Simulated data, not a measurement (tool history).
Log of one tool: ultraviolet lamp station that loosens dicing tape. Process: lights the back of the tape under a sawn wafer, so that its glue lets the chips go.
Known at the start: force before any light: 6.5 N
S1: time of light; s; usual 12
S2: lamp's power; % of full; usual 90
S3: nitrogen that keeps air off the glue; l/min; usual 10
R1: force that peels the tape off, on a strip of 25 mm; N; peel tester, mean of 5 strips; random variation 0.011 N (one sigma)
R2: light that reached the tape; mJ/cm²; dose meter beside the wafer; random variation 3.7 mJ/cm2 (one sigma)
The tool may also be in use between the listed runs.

run	hour	S1	S2	S3	R1	R2
1	0.0	12	90	10	0.469	611
2	65.0	12	90	10	0.451	616
3	141.3	12	90	10	0.451	614
4	209.1	12	90	10	0.466	617
5	293.9	12	90	10	0.491	616
6	336.0	8	90	10	0.967	412
7	383.9	8	68	10	1.479	313
8	466.7	8	68	10	1.470	313
# hour 509.0: window cleaned of glue's vapour
9	541.7	8	64	10	1.625	290
10	590.1	12	90	10	0.477	620
11	629.0	12	90	10	0.459	632
12	701.1	12	90	10	0.454	621
13	772.5	12	90	10	0.477	622
14	841.9	12	90	10	0.461	625
15	894.6	12	90	10	0.447	628
16	948.1	12	90	10	0.469	631
17	999.1	12	90	10	0.462	629
18	1062.6	12	90	10	0.463	624
19	1142.7	12	90	10	0.476	625
20	1190.7	12	90	10	0.476	629
21	1249.8	12	90	3	1.078	634
# hour 1283.8: window cleaned of glue's vapour
22	1305.6	12	70	3	1.680	487
# hour 1320.6: gauge calibrated
23	1392.8	15	85	6	0.496	718
24	1470.8	15	85	6	0.472	726
25	1532.5	15	85	6	0.487	730
26	1579.5	10	65	6	1.556	373
27	1632.8	15	64	3	1.347	544
28	1684.1	17	66	7	0.567	643
29	1771.6	13	65	10	0.750	487
30	1835.2	13	65	10	0.706	483
31	1899.5	7	100	4	1.770	405
32	1951.0	7	100	4	1.782	401
33	1987.4	7	100	19	0.719	399
34	2041.8	7	100	19	0.705	402
# hour 2056.6: window cleaned of glue's vapour
35	2084.5	7	100	19	0.709	404
36	2143.1	7	79	7	1.883	321
37	2207.9	7	79	7	1.824	321
38	2252.1	13	79	4	0.981	591
39	2295.1	18	91	17	0.207	955
40	2365.5	14	89	3	0.856	724
41	2425.8	14	89	3	0.861	725
42	2473.2	14	89	3	0.852	728
43	2549.3	12	89	8	0.560	622
44	2636.0	6	89	8	1.749	316

3 ways to go on from here, each from the tool as it stands after run 44. What would each give?
A	2705.6	6	79	4	?	?
B	2705.6	9	90	11	?	?
C	2705.6	12	99	10	?	?

run	R1	R2
A	2.662	275
B	0.741	477
C	0.386	700
Without the tool's hidden state the same runs would have given:
run	R1	R2
A	2.659	267
B	0.738	463
C	0.385	679

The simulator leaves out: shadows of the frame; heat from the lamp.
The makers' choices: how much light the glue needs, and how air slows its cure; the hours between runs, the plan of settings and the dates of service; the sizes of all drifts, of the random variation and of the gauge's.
